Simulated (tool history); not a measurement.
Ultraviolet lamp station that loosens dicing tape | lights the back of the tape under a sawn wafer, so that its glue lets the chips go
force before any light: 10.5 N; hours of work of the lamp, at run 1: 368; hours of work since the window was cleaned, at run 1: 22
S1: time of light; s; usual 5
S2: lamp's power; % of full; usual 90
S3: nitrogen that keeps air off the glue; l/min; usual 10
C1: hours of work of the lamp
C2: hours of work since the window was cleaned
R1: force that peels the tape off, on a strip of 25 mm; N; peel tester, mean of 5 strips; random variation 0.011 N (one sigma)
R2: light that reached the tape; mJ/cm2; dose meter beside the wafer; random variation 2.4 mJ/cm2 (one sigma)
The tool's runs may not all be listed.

{"run": 1, "day": 0.0, "S1": 5, "S2": 90, "S3": 10, "C1": 368, "C2": 22, "R1": 0.469, "R2": 260}
{"run": 2, "day": 0.25, "S1": 5, "S2": 90, "S3": 10, "C1": 372, "C2": 26, "R1": 0.499, "R2": 262}
{"run": 3, "day": 0.638, "S1": 5, "S2": 90, "S3": 10, "C1": 379, "C2": 33, "R1": 0.49, "R2": 262}
{"run": 4, "day": 1.179, "S1": 5, "S2": 84, "S3": 10, "C1": 388, "C2": 42, "R1": 0.565, "R2": 245}
{"run": 5, "day": 1.433, "S1": 5, "S2": 84, "S3": 10, "C1": 392, "C2": 46, "R1": 0.56, "R2": 239}
{"run": 6, "day": 1.679, "S1": 5, "S2": 84, "S3": 10, "C1": 397, "C2": 50, "R1": 0.567, "R2": 236}
{"run": 7, "day": 2.154, "S1": 5, "S2": 84, "S3": 10, "C1": 405, "C2": 59, "R1": 0.569, "R2": 246}
{"run": 8, "day": 2.512, "S1": 5, "S2": 84, "S3": 10, "C1": 411, "C2": 65, "R1": 0.572, "R2": 239}
{"run": 9, "day": 3.038, "S1": 5, "S2": 84, "S3": 10, "C1": 420, "C2": 73, "R1": 0.569, "R2": 240}
{"run": 10, "day": 3.421, "S1": 2, "S2": 90, "S3": 10, "C1": 426, "C2": 80, "R1": 2.52, "R2": 101}
{"run": 11, "day": 3.867, "S1": 2, "S2": 90, "S3": 10, "C1": 434, "C2": 87, "R1": 2.591, "R2": 102}
{"run": 12, "day": 4.279, "S1": 2, "S2": 90, "S3": 10, "C1": 441, "C2": 95, "R1": 2.645, "R2": 99}
{"run": 13, "day": 4.633, "S1": 2, "S2": 90, "S3": 10, "C1": 447, "C2": 100, "R1": 2.539, "R2": 100}
{"run": 14, "day": 4.862, "S1": 2, "S2": 99, "S3": 10, "C1": 451, "C2": 104, "R1": 2.343, "R2": 113}
{"run": 15, "day": 5.367, "S1": 2, "S2": 99, "S3": 10, "C1": 459, "C2": 113, "R1": 2.224, "R2": 116}
{"run": 16, "day": 5.646, "S1": 5, "S2": 100, "S3": 10, "C1": 464, "C2": 118, "R1": 0.398, "R2": 286}
{"run": 17, "day": 5.888, "S1": 5, "S2": 100, "S3": 10, "C1": 468, "C2": 122, "R1": 0.415, "R2": 287}
{"run": 18, "day": 6.171, "S1": 5, "S2": 100, "S3": 10, "C1": 473, "C2": 127, "R1": 0.417, "R2": 287}
{"run": 19, "day": 6.658, "S1": 5, "S2": 100, "S3": 10, "C1": 481, "C2": 135, "R1": 0.409, "R2": 289}
{"run": 20, "day": 7.079, "S1": 7, "S2": 65, "S3": 6, "C1": 488, "C2": 142, "R1": 0.63, "R2": 258}
{"run": 21, "day": 7.45, "S1": 5, "S2": 79, "S3": 8, "C1": 494, "C2": 148, "R1": 0.728, "R2": 227}
{"run": 22, "day": 7.908, "S1": 5, "S2": 79, "S3": 8, "C1": 502, "C2": 156, "R1": 0.693, "R2": 224}
{"run": 23, "day": 8.417, "S1": 5, "S2": 79, "S3": 8, "C1": 511, "C2": 165, "R1": 0.732, "R2": 221}
{"run": 24, "day": 8.721, "S1": 8, "S2": 67, "S3": 4, "C1": 516, "C2": 170, "R1": 0.596, "R2": 310}
{"run": 25, "day": 8.954, "S1": 8, "S2": 95, "S3": 11, "C1": 520, "C2": 174, "R1": 0.249, "R2": 438}
{"run": 26, "day": 9.225, "S1": 5, "S2": 67, "S3": 10, "C1": 524, "C2": 178, "R1": 0.891, "R2": 194}
{"run": 27, "day": 9.608, "S1": 8, "S2": 90, "S3": 4, "C1": 531, "C2": 185, "R1": 0.356, "R2": 409}
{"run": 28, "day": 9.967, "S1": 10, "S2": 96, "S3": 9, "C1": 537, "C2": 191, "R1": 0.248, "R2": 547}
{"run": 29, "day": 10.512, "S1": 10, "S2": 96, "S3": 9, "C1": 546, "C2": 200, "R1": 0.222, "R2": 550}
{"run": 30, "day": 10.954, "S1": 3, "S2": 67, "S3": 12, "C1": 554, "C2": 207, "R1": 2.071, "R2": 117}
{"run": 31, "day": 11.362, "S1": 7, "S2": 89, "S3": 10, "C1": 561, "C2": 214, "R1": 0.296, "R2": 357}
{"run": 32, "day": 11.888, "S1": 7, "S2": 89, "S3": 10, "C1": 569, "C2": 223, "R1": 0.297, "R2": 358}
{"run": 33, "day": 12.246, "S1": 7, "S2": 89, "S3": 10, "C1": 576, "C2": 229, "R1": 0.296, "R2": 360}
{"run": 34, "day": 12.762, "S1": 3, "S2": 80, "S3": 11, "C1": 584, "C2": 238, "R1": 1.574, "R2": 136}
{"run": 35, "day": 13.162, "S1": 3, "S2": 80, "S3": 11, "C1": 591, "C2": 245, "R1": 1.597, "R2": 137}
{"run": 36, "day": 13.525, "S1": 3, "S2": 80, "S3": 11, "C1": 597, "C2": 251, "R1": 1.594, "R2": 141}
{"run": 37, "day": 14.05, "S1": 3, "S2": 80, "S3": 11, "C1": 606, "C2": 260, "R1": 1.551, "R2": 133}

5 ways to go on from here, each from the tool as it stands after run 37. What would each give?
{"run": "A", "day": 14.379, "S1": 4, "S2": 76, "S3": 11, "C1": 612, "C2": 265, "R1": "?", "R2": "?"}
{"run": "B", "day": 14.379, "S1": 3, "S2": 82, "S3": 9, "C1": 612, "C2": 265, "R1": "?", "R2": "?"}
{"run": "C", "day": 14.379, "S1": 10, "S2": 66, "S3": 3, "C1": 612, "C2": 265, "R1": "?", "R2": "?"}
{"run": "D", "day": 14.379, "S1": 5, "S2": 66, "S3": 12, "C1": 612, "C2": 265, "R1": "?", "R2": "?"}
{"run": "E", "day": 14.379, "S1": 5, "S2": 89, "S3": 20, "C1": 612, "C2": 265, "R1": "?", "R2": "?"}

run=A R1=1.021 R2=172
run=B R1=1.656 R2=144
run=C R1=0.468 R2=378
run=D R1=0.827 R2=189
run=E R1=0.388 R2=251
Without the tool's hidden state the same runs would have given:
run=A R1=1.016 R2=172
run=B R1=1.649 R2=144
run=C R1=0.466 R2=379
run=D R1=0.823 R2=189
run=E R1=0.387 R2=252
